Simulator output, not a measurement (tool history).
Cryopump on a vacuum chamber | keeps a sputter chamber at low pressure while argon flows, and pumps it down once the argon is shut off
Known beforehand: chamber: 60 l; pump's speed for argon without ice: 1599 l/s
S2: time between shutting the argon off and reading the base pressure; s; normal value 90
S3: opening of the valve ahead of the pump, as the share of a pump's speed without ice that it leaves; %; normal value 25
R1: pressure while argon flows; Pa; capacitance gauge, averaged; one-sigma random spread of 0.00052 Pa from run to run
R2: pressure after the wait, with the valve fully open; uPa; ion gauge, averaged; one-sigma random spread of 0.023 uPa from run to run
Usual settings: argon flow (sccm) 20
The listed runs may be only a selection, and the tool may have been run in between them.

{"run": 1, "day": 0.0, "argon flow (sccm)": 20, "S2": 90, "S3": 25, "R1": 0.0869, "R2": 1.59}
{"run": 2, "day": 1.275, "argon flow (sccm)": 20, "S2": 90, "S3": 38, "R1": 0.058, "R2": 1.71}
{"run": 3, "day": 2.833, "argon flow (sccm)": 20, "S2": 90, "S3": 25, "R1": 0.0859, "R2": 1.64}
{"run": 4, "day": 4.2, "argon flow (sccm)": 20, "S2": 31, "S3": 25, "R1": 0.0877, "R2": 2.66}
{"run": 5, "day": 6.492, "argon flow (sccm)": 20, "S2": 31, "S3": 25, "R1": 0.0876, "R2": 2.67}
{"run": 6, "day": 8.333, "argon flow (sccm)": 20, "S2": 55, "S3": 25, "R1": 0.0873, "R2": 1.95}
{"run": 7, "day": 10.292, "argon flow (sccm)": 20, "S2": 90, "S3": 25, "R1": 0.0888, "R2": 1.7}
{"run": 8, "day": 11.292, "argon flow (sccm)": 9, "S2": 90, "S3": 25, "R1": 0.0393, "R2": 1.69}
{"run": 9, "day": 13.467, "argon flow (sccm)": 9, "S2": 90, "S3": 25, "R1": 0.039, "R2": 1.71}
{"run": 10, "day": 14.867, "argon flow (sccm)": 20, "S2": 90, "S3": 25, "R1": 0.0891, "R2": 1.72}
{"run": 11, "day": 16.725, "argon flow (sccm)": 20, "S2": 90, "S3": 25, "R1": 0.088, "R2": 1.72}
{"run": 12, "day": 18.783, "argon flow (sccm)": 20, "S2": 90, "S3": 25, "R1": 0.0892, "R2": 1.78}
{"run": 13, "day": 21.096, "argon flow (sccm)": 20, "S2": 67, "S3": 25, "R1": 0.09, "R2": 2.0}
{"run": 14, "day": 22.921, "argon flow (sccm)": 20, "S2": 67, "S3": 25, "R1": 0.0897, "R2": 2.02}
{"run": 15, "day": 24.238, "argon flow (sccm)": 20, "S2": 67, "S3": 25, "R1": 0.0893, "R2": 1.99}
{"run": 16, "day": 25.746, "argon flow (sccm)": 20, "S2": 67, "S3": 25, "R1": 0.0898, "R2": 1.96}
{"run": 17, "day": 27.4, "argon flow (sccm)": 20, "S2": 67, "S3": 25, "R1": 0.0894, "R2": 2.03}
{"run": 18, "day": 29.708, "argon flow (sccm)": 29, "S2": 47, "S3": 25, "R1": 0.1312, "R2": 2.43}
{"run": 19, "day": 31.742, "argon flow (sccm)": 29, "S2": 47, "S3": 25, "R1": 0.1307, "R2": 2.32}
{"run": 20, "day": 33.383, "argon flow (sccm)": 14, "S2": 202, "S3": 16, "R1": 0.0972, "R2": 1.6}
{"run": 21, "day": 35.329, "argon flow (sccm)": 14, "S2": 202, "S3": 16, "R1": 0.0977, "R2": 1.65}
{"run": 22, "day": 36.496, "argon flow (sccm)": 17, "S2": 90, "S3": 42, "R1": 0.0495, "R2": 2.04}
{"run": 23, "day": 38.475, "argon flow (sccm)": 28, "S2": 184, "S3": 21, "R1": 0.1505, "R2": 1.72}
{"run": 24, "day": 39.558, "argon flow (sccm)": 28, "S2": 184, "S3": 21, "R1": 0.1504, "R2": 1.72}
{"run": 25, "day": 40.742, "argon flow (sccm)": 9, "S2": 187, "S3": 16, "R1": 0.0622, "R2": 1.73}
{"run": 26, "day": 42.792, "argon flow (sccm)": 9, "S2": 187, "S3": 16, "R1": 0.0625, "R2": 1.69}
{"run": 27, "day": 44.446, "argon flow (sccm)": 9, "S2": 187, "S3": 16, "R1": 0.0632, "R2": 1.76}
{"run": 28, "day": 45.45, "argon flow (sccm)": 37, "S2": 231, "S3": 23, "R1": 0.1851, "R2": 1.66}
{"run": 29, "day": 47.712, "argon flow (sccm)": 16, "S2": 184, "S3": 34, "R1": 0.0578, "R2": 1.81}
{"run": 30, "day": 49.25, "argon flow (sccm)": 17, "S2": 236, "S3": 39, "R1": 0.0537, "R2": 1.77}
{"day": 50.604, "done": "pump warmed up, emptied and cooled again"}
{"run": 31, "day": 50.604, "argon flow (sccm)": 20, "S2": 103, "S3": 25, "R1": 0.0845, "R2": 1.59}
{"run": 32, "day": 52.954, "argon flow (sccm)": 8, "S2": 90, "S3": 25, "R1": 0.0336, "R2": 1.7}
{"run": 33, "day": 54.375, "argon flow (sccm)": 8, "S2": 27, "S3": 25, "R1": 0.0333, "R2": 3.05}

Below, each run's measurement less what the same run would have read without the hidden state. Both values contain the same run-to-run variation, but the gauge's scatter may not be the same in both:
The tool's hidden condition here consists of: pump's speed, % of a pump's without ice; cold plate's temperature, K; leak into the chamber, uPa l/s; drift of the gauge itself on working_pa, %; drift of the gauge itself on base_upa, %.
run=1 R1=+0.0021 R2=+0.84
run=2 R1=+0.0023 R2=+0.91
run=3 R1=+0.0025 R2=+0.89
run=4 R1=+0.0027 R2=+0.88
run=5 R1=+0.0028 R2=+0.89
run=6 R1=+0.0031 R2=+0.90
run=7 R1=+0.0033 R2=+0.92
run=8 R1=+0.0016 R2=+0.95
run=9 R1=+0.0016 R2=+0.97
run=10 R1=+0.0039 R2=+0.98
run=11 R1=+0.0042 R2=+0.98
run=12 R1=+0.0044 R2=+1.03
run=13 R1=+0.0047 R2=+1.05
run=14 R1=+0.0049 R2=+1.05
run=15 R1=+0.0051 R2=+1.09
run=16 R1=+0.0054 R2=+1.06
run=17 R1=+0.0056 R2=+1.12
run=18 R1=+0.0086 R2=+1.15
run=19 R1=+0.0090 R2=+1.11
run=20 R1=+0.0046 R2=+1.17
run=21 R1=+0.0049 R2=+1.23
run=22 R1=+0.0060 R2=+1.25
run=23 R1=+0.0103 R2=+1.25
run=24 R1=+0.0106 R2=+1.25
run=25 R1=+0.0035 R2=+1.27
run=26 R1=+0.0036 R2=+1.27
run=27 R1=+0.0038 R2=+1.29
run=28 R1=+0.0159 R2=+1.28
run=29 R1=+0.0073 R2=+1.36
run=30 R1=+0.0080 R2=+1.34
run=31 R1=+0.0001 R2=+0.90
run=32 R1=+0.0002 R2=+0.94
run=33 R1=+0.0002 R2=+0.95

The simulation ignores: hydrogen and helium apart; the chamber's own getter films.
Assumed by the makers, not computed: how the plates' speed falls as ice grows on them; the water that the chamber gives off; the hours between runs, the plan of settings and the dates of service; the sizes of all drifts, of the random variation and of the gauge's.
